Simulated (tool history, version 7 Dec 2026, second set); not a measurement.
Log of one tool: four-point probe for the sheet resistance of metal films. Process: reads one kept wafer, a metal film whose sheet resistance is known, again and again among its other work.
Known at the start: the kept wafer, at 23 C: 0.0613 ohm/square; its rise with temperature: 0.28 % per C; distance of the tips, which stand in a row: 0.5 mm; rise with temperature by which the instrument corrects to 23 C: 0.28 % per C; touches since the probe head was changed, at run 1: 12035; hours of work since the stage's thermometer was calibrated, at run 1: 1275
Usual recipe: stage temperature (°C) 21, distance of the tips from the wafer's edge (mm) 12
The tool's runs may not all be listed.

run	hour	stage temperature (°C)	distance of the tips from the wafer's edge (mm)	touches since the probe head was changed	hours of work since the stage's thermometer was calibrated	sheet resistance as the instrument gives it (ohm/square)
1	0	21	12	12035	1275	0.061432
2	23.3	21	12	12473	1293	0.061414
3	33.5	21	49	12665	1301	0.061345
4	48.7	21	49	12952	1312	0.061347
5	71.4	21	18	13378	1330	0.061361
6	93.8	21	18	13799	1347	0.061382
7	106.3	21	18	14035	1356	0.061359
8	118.5	21	18	14264	1366	0.061362
9	129.2	21	18	14466	1374	0.061345
10	145.6	21	18	14773	1386	0.061372
11	164.9	21	12	15137	1401	0.061402
12	183.6	23	12	15489	1415	0.061418
13	206.5	23	37	15919	1433	0.061361
14	229.2	23	46	16348	1450	0.061308
15	250.5	23	46	16748	1466	0.061343
16	260.9	29	4	16944	1474	0.061829
17	282.9	33	4	17357	1491	0.06184
18	296.8	30	5	17619	1502	0.06164
19	314.8	30	5	17957	1515	0.061663
20	338	30	5	18393	1533	0.061627
21	351.4	22	12	18647	1543	0.061376

Run 22 has not been measured yet. What should we expect?
22	371.2	25	57	19019	1559	?

For run 22 the tool returned sheet resistance as the instrument gives it (ohm/square) 0.06133.
Take away the tool's hidden state, keep the run-to-run variation as it was, and the same run would have given sheet resistance as the instrument gives it (ohm/square) 0.061319.
